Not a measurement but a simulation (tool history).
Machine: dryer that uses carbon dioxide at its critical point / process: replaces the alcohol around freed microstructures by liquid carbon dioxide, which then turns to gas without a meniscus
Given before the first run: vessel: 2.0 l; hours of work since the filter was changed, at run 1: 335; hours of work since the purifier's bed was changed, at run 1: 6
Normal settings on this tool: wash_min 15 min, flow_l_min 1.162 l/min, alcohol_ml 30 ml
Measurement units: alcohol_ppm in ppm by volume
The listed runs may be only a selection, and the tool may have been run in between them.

run   hour  wash_min  flow_l_min  alcohol_ml  hours of work since the filter was changed  hours of work since the purifier's bed was changed  alcohol_ppm
  1    0.0        15       1.162          30                                         335                                                   6           12
  2   12.7        15       1.162          30                                         340                                                  11           16
  3   26.7        15       1.162          30                                         346                                                  17           21
  4   44.4        15       1.162          30                                         353                                                  24           24
  5   64.5        15       1.730          30                                         361                                                  32            5
  6   89.3        15       1.730          30                                         371                                                  43            9
  7  107.3        17       1.730          30                                         379                                                  50           10
  8  123.0        24       1.730          30                                         385                                                  57           14
  9  142.8        15       1.162          30                                         394                                                  65           13
 10  157.3         9       1.162          30                                         399                                                  71          204
 11  173.5         9       1.162          30                                         406                                                  77          213
 12  188.4         9       1.162          30                                         412                                                  83          202
 13  206.1         9       1.162          30                                         420                                                  91          210
 14  232.3         9       1.162          30                                         430                                                 101          215
 15  259.4         9       1.162          30                                         441                                                 113          208
 16  276.0        15       1.162          30                                         448                                                 120           17
 17  295.4        10       1.162          30                                         456                                                 127          137
 18  315.3        15       1.162          30                                         464                                                 136           14
 19  335.7        15       1.162         101                                         473                                                 144           51
 20  350.2        15       1.162         101                                         479                                                 150           49
 21  373.9        15       1.162         101                                         489                                                 160           57
 22  388.6        15       1.162         101                                         495                                                 166           56
 23  413.9        15       1.162         101                                         505                                                 176           57
 24  426.3        15       1.162         101                                         510                                                 181           58
 25  447.5        15       0.860          40                                         519                                                 190          132
 26  465.1        11       1.260          40                                         526                                                 197           92
 27  487.7        11       1.260          40                                         535                                                 207           93
     512.7  -- inlet filter changed
 28  515.7        11       1.260          40                                           1                                                 218           61
 29  534.4        11       1.260          40                                           9                                                 225           56
 30  552.6        20       0.910          56                                          16                                                 233           36
 31  565.6        21       1.162          52                                          22                                                 238           22
 32  590.3        21       1.162          52                                          32                                                 248           19
 33  602.4        12       1.310          40                                          37                                                 253           29
 34  619.6        12       0.710          30                                          44                                                 260          365
 35  646.6        12       0.710          30                                          55                                                 272          374
 36  663.6        15       1.770          30                                          62                                                 279           24

Run 37, settings as shown, results not yet in. Your forecast:
 37  674.5        15       1.770          30                                          67                                                 283            ?

Run 37 yielded alcohol_ppm 18 ppm by volume.
If the tool had no hidden condition, the same run with the same run-to-run variation would have returned alcohol_ppm 4 ppm by volume.

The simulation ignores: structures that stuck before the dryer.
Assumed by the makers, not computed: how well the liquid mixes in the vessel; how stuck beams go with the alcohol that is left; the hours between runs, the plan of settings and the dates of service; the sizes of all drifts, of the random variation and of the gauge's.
